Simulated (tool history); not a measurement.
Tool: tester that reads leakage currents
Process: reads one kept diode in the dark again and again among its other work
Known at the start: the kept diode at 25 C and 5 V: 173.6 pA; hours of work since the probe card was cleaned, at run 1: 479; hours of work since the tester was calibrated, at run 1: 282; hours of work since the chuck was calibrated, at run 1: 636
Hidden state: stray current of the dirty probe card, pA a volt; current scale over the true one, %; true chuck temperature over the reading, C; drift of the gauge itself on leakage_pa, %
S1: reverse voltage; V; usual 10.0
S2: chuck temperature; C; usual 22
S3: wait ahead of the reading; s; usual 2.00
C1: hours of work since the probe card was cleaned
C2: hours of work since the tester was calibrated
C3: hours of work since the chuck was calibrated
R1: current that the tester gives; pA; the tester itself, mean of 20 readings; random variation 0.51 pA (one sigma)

| run | hour | S1 | S2 | S3 | C1 | C2 | C3 | R1 |
|---|---|---|---|---|---|---|---|---|
| 1 | 0.0 | 10.0 | 22 | 2.00 | 479 | 282 | 636 | 194.07 |
| 2 | 41.0 | 10.0 | 36 | 2.00 | 504 | 307 | 662 | 579.96 |
| 3 | 60.3 | 10.0 | 36 | 2.00 | 517 | 319 | 674 | 581.98 |
| 4 | 101.5 | 10.0 | 36 | 2.00 | 542 | 345 | 700 | 584.37 |
| 5 | 133.3 | 10.0 | 36 | 2.00 | 562 | 365 | 720 | 587.66 |
| 6 | 156.7 | 10.0 | 43 | 2.00 | 577 | 380 | 735 | 995.68 |
| 7 | 178.4 | 10.0 | 43 | 2.00 | 590 | 393 | 748 | 994.96 |
| 8 | 205.1 | 12.2 | 22 | 2.00 | 607 | 410 | 765 | 215.65 |
| 9 | 249.8 | 12.2 | 22 | 2.00 | 635 | 438 | 793 | 216.74 |
| 10 | 282.5 | 1.5 | 33 | 1.16 | 656 | 459 | 813 | 247.23 |

The same runs without the tool's hidden state, with the same run-to-run variation:
| run | R1 |
|---|---|
| 1 | 171.07 |
| 2 | 529.26 |
| 3 | 530.06 |
| 4 | 530.07 |
| 5 | 531.43 |
| 6 | 908.50 |
| 7 | 906.27 |
| 8 | 183.22 |
| 9 | 182.93 |
| 10 | 223.02 |
